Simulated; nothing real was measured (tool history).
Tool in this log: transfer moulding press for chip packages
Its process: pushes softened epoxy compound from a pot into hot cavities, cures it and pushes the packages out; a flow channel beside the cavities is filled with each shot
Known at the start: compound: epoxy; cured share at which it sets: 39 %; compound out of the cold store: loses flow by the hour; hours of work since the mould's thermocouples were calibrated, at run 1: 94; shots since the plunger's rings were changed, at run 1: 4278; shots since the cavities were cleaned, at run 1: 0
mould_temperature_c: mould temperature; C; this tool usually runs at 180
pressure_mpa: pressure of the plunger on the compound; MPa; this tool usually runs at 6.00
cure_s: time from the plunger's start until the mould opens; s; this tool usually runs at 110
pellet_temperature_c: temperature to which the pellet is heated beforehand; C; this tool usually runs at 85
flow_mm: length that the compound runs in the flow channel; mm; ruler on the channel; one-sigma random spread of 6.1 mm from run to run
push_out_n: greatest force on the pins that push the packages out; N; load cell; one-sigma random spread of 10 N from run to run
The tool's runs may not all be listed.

run     day  mould_temperature_c  pressure_mpa  cure_s  pellet_temperature_c  hours of work since the mould's thermocouples were calibrated  shots since the plunger's rings were changed  shots since the cavities were cleaned  incoming compound's hours out of the cold store  flow_mm  push_out_n
  1   0.000                  180          6.00     110                    85                                                             94                                          4278                                      0                                             44.5      629         454
      1.829  -- plunger's sealing rings changed
  2   1.975                  180          6.00     110                    85                                                            115                                            31                                    389                                             39.0      627         448
  3   4.808                  180          6.00     110                    85                                                            148                                           618                                    976                                             10.4      708         473
      5.788  -- cavities cleaned with cleaning compound and waxed
  4   7.467                  180          6.21     110                    85                                                            178                                          1157                                    348                                             17.3      703         490
  5   9.642                  180          6.21     145                    85                                                            203                                          1608                                    799                                             28.5      670         381
  6  11.254                  180          6.21     144                    85                                                            222                                          1943                                   1134                                             10.8      732         374
     11.483  -- cavities cleaned with cleaning compound and waxed
  7  12.662                  180          6.00     110                    85                                                            237                                          2221                                    244                                             10.4      716         490
  8  15.192                  180          6.00     110                    85                                                            267                                          2746                                    769                                             40.9      624         451
     17.350  -- cavities cleaned with cleaning compound and waxed
  9  17.783                  185          4.77     114                    88                                                            296                                          3271                                     90                                             28.1      573         396
 10  20.417                  185          7.35      91                    88                                                            326                                          3818                                    637                                             29.1      710         462
 11  22.008                  176          6.03     100                    90                                                            345                                          4147                                    966                                             42.2      643         652
     23.042  -- cavities cleaned with cleaning compound and waxed
 12  23.358                  187          5.95      95                    91                                                            360                                          4415                                     66                                             25.5      636         414
     24.458  -- plunger's sealing rings changed
 13  25.638                  180          7.45     110                    76                                                            385                                           245                                    517                                             38.8      701         486

Branching from run 13: 5 alternative next runs. What would each branch give?
  A  28.067                  180          6.78     131                    76                                                            413                                           749                                   1021                                             32.7        ?           ?
  B  28.067                  174          7.45     118                    76                                                            413                                           749                                   1021                                             45.6        ?           ?
  C  28.067                  180          6.00     110                    87                                                            413                                           749                                   1021                                              8.8        ?           ?
  D  28.067                  175          7.45     110                    89                                                            413                                           749                                   1021                                             12.7        ?           ?
  E  28.067                  180          6.00     110                    92                                                            413                                           749                                   1021                                             20.2        ?           ?

run  flow_mm  push_out_n
  A      696         394
  B      706         593
  C      714         480
  D      816         659
  E      678         469
What these runs would have given with no unlogged condition in the tool:
run  flow_mm  push_out_n
  A      696         389
  B      706         584
  C      714         473
  D      816         649
  E      678         463
